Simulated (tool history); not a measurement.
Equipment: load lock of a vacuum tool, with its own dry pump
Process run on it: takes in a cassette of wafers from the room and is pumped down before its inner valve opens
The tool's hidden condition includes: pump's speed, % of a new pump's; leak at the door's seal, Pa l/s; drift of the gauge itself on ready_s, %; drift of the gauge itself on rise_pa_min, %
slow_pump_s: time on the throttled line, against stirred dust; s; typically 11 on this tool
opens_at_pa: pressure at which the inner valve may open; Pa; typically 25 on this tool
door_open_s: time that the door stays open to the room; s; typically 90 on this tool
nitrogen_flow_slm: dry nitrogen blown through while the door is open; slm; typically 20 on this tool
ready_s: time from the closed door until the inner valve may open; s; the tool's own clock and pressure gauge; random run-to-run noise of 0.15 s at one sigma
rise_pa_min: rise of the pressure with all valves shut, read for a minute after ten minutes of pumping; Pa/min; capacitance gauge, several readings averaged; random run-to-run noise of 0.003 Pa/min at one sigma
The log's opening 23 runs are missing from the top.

| run | hour | slow_pump_s | opens_at_pa | door_open_s | nitrogen_flow_slm | hours that the pump has run since its overhaul | times that the door has closed on its seal | incoming humidity of the room's air, % | ready_s | rise_pa_min |
|---|---|---|---|---|---|---|---|---|---|---|
| 24 | 1600.1 | 12 | 25 | 69 | 34 | 4072 | 45059 | 46.1 | 22.6 | 0.380 |
| 25 | 1706.4 | 12 | 25 | 69 | 34 | 4178 | 45354 | 45.5 | 22.4 | 0.391 |
| 26 | 1794.6 | 12 | 25 | 69 | 34 | 4266 | 45598 | 47.9 | 22.2 | 0.403 |
| 27 | 1902.0 | 7 | 46 | 233 | 7 | 4374 | 45897 | 45.6 | 17.4 | 0.499 |
| 28 | 1998.0 | 7 | 42 | 233 | 7 | 4470 | 46163 | 42.8 | 17.7 | 0.493 |
| 29 | 2062.8 | 11 | 30 | 90 | 38 | 4535 | 46343 | 47.8 | 21.7 | 0.417 |
| 30 | 2165.5 | 18 | 30 | 160 | 20 | 4637 | 46628 | 49.5 | 27.1 | 0.463 |
| 31 | 2252.0 | 11 | 19 | 90 | 20 | 4724 | 46868 | 44.2 | 22.1 | 0.428 |
| 32 | 2305.7 | 11 | 25 | 185 | 20 | 4778 | 47018 | 42.9 | 21.5 | 0.453 |
| 33 | 2353.8 | 11 | 42 | 236 | 20 | 4826 | 47151 | 44.0 | 21.1 | 0.472 |
| 34 | 2400.8 | 16 | 29 | 27 | 20 | 4873 | 47282 | 46.0 | 25.7 | 0.410 |

Consider 5 possible next runs. They are alternatives, not a sequence: every one starts from the tool as it was left by run 34. What does each give?
| A | 2473.8 | 6 | 25 | 61 | 20 | 4946 | 47484 | 43.1 | ? | ? |
| B | 2473.8 | 19 | 36 | 90 | 20 | 4946 | 47484 | 43.7 | ? | ? |
| C | 2473.8 | 7 | 32 | 27 | 20 | 4946 | 47484 | 46.9 | ? | ? |
| D | 2473.8 | 16 | 32 | 27 | 20 | 4946 | 47484 | 44.4 | ? | ? |
| E | 2473.8 | 16 | 29 | 27 | 7 | 4946 | 47484 | 44.6 | ? | ? |

| run | ready_s | rise_pa_min |
|---|---|---|
| A | 17.7 | 0.433 |
| B | 27.7 | 0.437 |
| C | 18.1 | 0.418 |
| D | 25.7 | 0.426 |
| E | 25.6 | 0.439 |
With no hidden state in the tool, these same runs would have given:
| run | ready_s | rise_pa_min |
|---|---|---|
| A | 16.9 | 0.036 |
| B | 27.1 | 0.044 |
| C | 17.3 | 0.021 |
| D | 25.0 | 0.027 |
| E | 24.9 | 0.041 |

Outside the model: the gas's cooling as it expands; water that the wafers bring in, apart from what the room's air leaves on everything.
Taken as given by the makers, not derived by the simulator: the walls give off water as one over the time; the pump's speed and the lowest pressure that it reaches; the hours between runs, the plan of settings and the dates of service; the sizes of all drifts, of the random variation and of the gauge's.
